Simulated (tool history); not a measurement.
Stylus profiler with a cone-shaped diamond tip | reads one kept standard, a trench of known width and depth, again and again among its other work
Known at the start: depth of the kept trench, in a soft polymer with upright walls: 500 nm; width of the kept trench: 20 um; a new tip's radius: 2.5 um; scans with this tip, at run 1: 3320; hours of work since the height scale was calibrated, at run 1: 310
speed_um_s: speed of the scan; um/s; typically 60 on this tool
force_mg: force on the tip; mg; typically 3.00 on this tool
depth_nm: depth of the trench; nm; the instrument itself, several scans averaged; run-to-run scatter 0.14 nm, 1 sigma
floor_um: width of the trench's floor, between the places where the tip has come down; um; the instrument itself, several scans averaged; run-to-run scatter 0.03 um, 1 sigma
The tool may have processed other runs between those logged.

run,hour,speed_um_s,force_mg,scans with this tip,hours of work since the height scale was calibrated,depth_nm,floor_um
1,0.0,60,3.00,3320,310,504.94,16.55
2,67.8,60,3.00,3762,351,504.67,16.49
3,163.6,60,3.00,4386,410,504.94,16.43
4,248.0,60,3.00,4936,461,504.85,16.47
# hour 255.9: height scale calibrated on a step standard
5,334.5,60,3.00,5497,48,504.53,16.43
6,419.7,26,3.00,6053,100,504.16,16.57
7,490.3,84,1.23,6513,143,501.26,16.06
8,564.0,63,7.77,6993,188,509.16,16.44
9,603.6,114,1.39,7251,212,501.54,15.86
10,659.5,20,4.01,7615,246,505.05,16.50
# hour 674.7: height scale calibrated on a step standard, once more
11,743.5,20,4.01,8160,42,507.32,16.50

Pick out some run-to-run changes in depth_nm. Of each, how much would a tool without hidden state show as well, from the settings, what came in and chance, and how much is left for the hidden state and any gauge scatter not in both results compared?
Hidden state at play: radius of the tip, um; height scale over the true one, %; drift of the gauge itself on depth_nm, %; drift of the gauge itself on floor_um, %.
Run 7 -> 8: speed_um_s 84 -> 63, force_mg 1.23 -> 7.77. depth_nm +7.90 nm: hidden state -0.14, all else +8.04.
Run 10 -> 11: height scale calibrated on a step standard, once more. depth_nm +2.27 nm: hidden state +1.98, all else +0.29.
